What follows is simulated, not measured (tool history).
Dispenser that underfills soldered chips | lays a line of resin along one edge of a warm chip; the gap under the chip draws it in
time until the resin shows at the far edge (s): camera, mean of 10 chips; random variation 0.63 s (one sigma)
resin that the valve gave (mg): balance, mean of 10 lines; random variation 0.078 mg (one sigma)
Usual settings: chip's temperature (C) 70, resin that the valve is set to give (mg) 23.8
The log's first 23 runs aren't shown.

run	hour	chip's temperature (C)	resin that the valve is set to give (mg)	time until the resin shows at the far edge (s)	resin that the valve gave (mg)
# hour 166.8: new syringe of resin
24	168.7	72	30.1	50.3	29.76
25	173	59	21.4	84	21.41
26	180.7	61	24.2	89.7	23.95
# hour 186: new syringe of resin
27	186.9	78	21.6	41.9	21.48
28	193	78	21.6	47.3	21.43
29	201.1	77	23.6	56.4	23.34
# hour 205: new syringe of resin
30	209.7	62	22	74.3	21.76
31	216.9	77	24.8	52.9	24.58
32	222.2	72	26.7	67.9	26.27
# hour 224.1: new syringe of resin
33	231.2	57	26.4	88.6	26.04
34	236.4	73	26.4	59.3	25.96
# hour 241: dispensing valve cleaned and set on the balance
# hour 244.2: new syringe of resin
35	244.2	77	27.5	41.1	27.56
36	249.2	75	27.1	48.3	27.11
37	256.3	75	27.1	54.1	27

3 ways to go on from here, each from the tool as it stands after run 37. What would each give?
A	262.4	57	25.4	?	?
B	262.4	75	29.2	?	?
C	262.4	85	23.5	?	?

run	time until the resin shows at the far edge (s)	resin that the valve gave (mg)
A	108.7	25.39
B	60.6	29.08
C	46.8	23.49
Without the tool's hidden state the same runs would have given:
run	time until the resin shows at the far edge (s)	resin that the valve gave (mg)
A	82.9	25.47
B	45.8	29.18
C	35.3	23.57
